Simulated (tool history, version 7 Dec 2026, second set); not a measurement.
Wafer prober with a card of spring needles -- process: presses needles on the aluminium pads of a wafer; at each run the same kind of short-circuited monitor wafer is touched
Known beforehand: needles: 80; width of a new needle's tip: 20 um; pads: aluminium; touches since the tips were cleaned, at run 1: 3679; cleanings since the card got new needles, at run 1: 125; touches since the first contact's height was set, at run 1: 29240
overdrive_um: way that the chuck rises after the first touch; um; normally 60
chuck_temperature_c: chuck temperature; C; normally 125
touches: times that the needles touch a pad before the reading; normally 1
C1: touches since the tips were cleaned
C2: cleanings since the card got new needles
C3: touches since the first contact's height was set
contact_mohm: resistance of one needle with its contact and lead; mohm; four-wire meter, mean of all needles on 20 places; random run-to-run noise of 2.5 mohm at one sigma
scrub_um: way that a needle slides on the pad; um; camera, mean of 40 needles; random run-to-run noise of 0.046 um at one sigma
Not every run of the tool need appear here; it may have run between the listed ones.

Run 1, hour 0.0: usual settings; C1 3679; C2 125; C3 29240. Result: contact_mohm 718 mohm, scrub_um 11.95 um.
At hour 5.8: tips cleaned on abrasive film.
At hour 20.0: tips cleaned on abrasive film.
At hour 31.4: tips cleaned on abrasive film.
At hour 45.6: tips cleaned on abrasive film.
Run 2, hour 50.5: usual settings; C1 2223; C2 129; C3 51910. Result: contact_mohm 588 mohm, scrub_um 11.83 um.
At hour 59.1: tips cleaned on abrasive film.
At hour 73.3: tips cleaned on abrasive film.
At hour 84.7: tips cleaned on abrasive film.
At hour 99.0: tips cleaned on abrasive film.
At hour 113.2: tips cleaned on abrasive film.
At hour 127.4: tips cleaned on abrasive film.
Run 3, hour 133.8: usual settings but chuck_temperature_c 54 C; C1 2882; C2 135; C3 89300. Result: contact_mohm 707 mohm, scrub_um 11.82 um.
At hour 139.6: tips cleaned on abrasive film.
At hour 153.8: tips cleaned on abrasive film.
At hour 156.7: tips cleaned on abrasive film, once more.
At hour 170.9: tips cleaned on abrasive film.
Run 4, hour 172.7: usual settings but chuck_temperature_c 119 C; C1 793; C2 139; C3 106707. Result: contact_mohm 472 mohm, scrub_um 11.76 um.
At hour 184.1: tips cleaned on abrasive film.
At hour 198.3: tips cleaned on abrasive film.
At hour 212.6: tips cleaned on abrasive film.
Run 5, hour 213.6: usual settings but chuck_temperature_c 119 C; C1 468; C2 142; C3 125068. Result: contact_mohm 405 mohm, scrub_um 11.60 um.
At hour 225.0: tips cleaned on abrasive film.
At hour 239.2: tips cleaned on abrasive film.
At hour 253.5: tips cleaned on abrasive film.
At hour 267.7: tips cleaned on abrasive film.
Run 6, hour 271.5: usual settings but chuck_temperature_c 119 C; C1 1744; C2 146; C3 151092. Result: contact_mohm 562 mohm, scrub_um 11.53 um.
At hour 280.1: tips cleaned on abrasive film.
At hour 294.4: tips cleaned on abrasive film.
At hour 308.0: tips cleaned on abrasive film.
Run 7, hour 308.0: usual settings but chuck_temperature_c 119 C; C1 0; C2 149; C3 167449. Result: contact_mohm 335 mohm, scrub_um 11.49 um.
At hour 322.2: tips cleaned on abrasive film.
At hour 336.5: tips cleaned on abrasive film.
At hour 350.7: tips cleaned on abrasive film.
At hour 353.8: height of the first contact set anew.
At hour 365.2: tips cleaned on abrasive film.
Run 8, hour 365.9: usual settings but chuck_temperature_c 119 C; C1 298; C2 153; C3 5411. Result: contact_mohm 393 mohm, scrub_um 12.04 um.
At hour 377.3: tips cleaned on abrasive film.
At hour 388.7: tips cleaned on abrasive film.
At hour 402.9: tips cleaned on abrasive film.
At hour 414.3: tips cleaned on abrasive film.
Run 9, hour 417.1: usual settings but chuck_temperature_c 119 C; C1 1235; C2 157; C3 28372. Result: contact_mohm 520 mohm, scrub_um 11.92 um.
At hour 428.5: tips cleaned on abrasive film.
At hour 442.7: tips cleaned on abrasive film.
At hour 456.9: tips cleaned on abrasive film.
At hour 471.2: tips cleaned on abrasive film.
At hour 485.4: tips cleaned on abrasive film.
At hour 499.6: tips cleaned on abrasive film.
Run 10, hour 500.6: usual settings but chuck_temperature_c 29 C, touches 2; C1 428; C2 163; C3 65863. Result: contact_mohm 365 mohm, scrub_um 11.85 um.
At hour 512.0: tips cleaned on abrasive film.
At hour 526.2: tips cleaned on abrasive film.
At hour 540.4: tips cleaned on abrasive film.
At hour 554.7: tips cleaned on abrasive film.
Run 11, hour 563.4: usual settings but overdrive_um 46 um, chuck_temperature_c 29 C; C1 3927; C2 167; C3 94073. Result: contact_mohm 1374 mohm, scrub_um 8.93 um.
At hour 566.3: tips cleaned on abrasive film.
At hour 580.5: tips cleaned on abrasive film.
At hour 591.9: tips cleaned on abrasive film.
At hour 606.2: tips cleaned on abrasive film.
At hour 620.4: tips cleaned on abrasive film.
At hour 634.6: tips cleaned on abrasive film.
Run 12, hour 645.2: usual settings but overdrive_um 46 um, chuck_temperature_c 29 C; C1 4794; C2 173; C3 130823. Result: contact_mohm 1494 mohm, scrub_um 8.78 um.
At hour 648.1: tips cleaned on abrasive film.
At hour 662.4: tips cleaned on abrasive film.
At hour 676.6: tips cleaned on abrasive film.
At hour 690.8: tips cleaned on abrasive film.
At hour 705.1: tips cleaned on abrasive film.
At hour 719.3: tips cleaned on abrasive film.
At hour 730.7: tips cleaned on abrasive film.
Run 13, hour 731.4: usual settings but overdrive_um 48 um, chuck_temperature_c 107 C; C1 338; C2 180; C3 169502. Result: contact_mohm 458 mohm, scrub_um 9.10 um.
At hour 742.9: tips cleaned on abrasive film.
At hour 757.1: tips cleaned on abrasive film.
Run 14, hour 766.9: usual settings but overdrive_um 78 um, chuck_temperature_c 63 C, touches 2; C1 4461; C2 182; C3 185466. Result: contact_mohm 488 mohm, scrub_um 15.22 um.
At hour 769.9: tips cleaned on abrasive film.
At hour 773.0: height of the first contact set anew.
At hour 784.4: tips cleaned on abrasive film.
At hour 795.8: tips cleaned on abrasive film.
At hour 809.2: tips cleaned on abrasive film.
Run 15, hour 809.2: usual settings but overdrive_um 59 um, chuck_temperature_c 50 C, touches 2; C1 0; C2 186; C3 16255. Result: contact_mohm 327 mohm, scrub_um 11.77 um.

What if the next run were any one of these 3? Each begins from the tool's condition after run 15:
At hour 823.5: tips cleaned on abrasive film.
At hour 837.7: tips cleaned on abrasive film.
At hour 851.9: tips cleaned on abrasive film.
At hour 866.2: tips cleaned on abrasive film.
At hour 880.4: tips cleaned on abrasive film.
Run A, hour 885.5: usual settings but overdrive_um 67 um, chuck_temperature_c 50 C, touches 2; C1 2288; C2 191; C3 50494. Result: contact_mohm ?, scrub_um ?.
At hour 823.5: tips cleaned on abrasive film.
At hour 837.7: tips cleaned on abrasive film.
At hour 851.9: tips cleaned on abrasive film.
At hour 866.2: tips cleaned on abrasive film.
At hour 880.4: tips cleaned on abrasive film.
Run B, hour 885.5: usual settings but overdrive_um 52 um, chuck_temperature_c 80 C, touches 2; C1 2288; C2 191; C3 50494. Result: contact_mohm ?, scrub_um ?.
At hour 823.5: tips cleaned on abrasive film.
At hour 837.7: tips cleaned on abrasive film.
At hour 851.9: tips cleaned on abrasive film.
At hour 866.2: tips cleaned on abrasive film.
At hour 880.4: tips cleaned on abrasive film.
Run C, hour 885.5: usual settings but overdrive_um 41 um, chuck_temperature_c 52 C, touches 2; C1 2288; C2 191; C3 50494. Result: contact_mohm ?, scrub_um ?.

run  contact_mohm  scrub_um
  A           482     13.28
  B           622     10.28
  C           833      8.11
Stripped of hidden state, with their random variation kept, the same runs would have yielded:
run  contact_mohm  scrub_um
  A           258     13.43
  B           273     10.43
  C           263      8.25
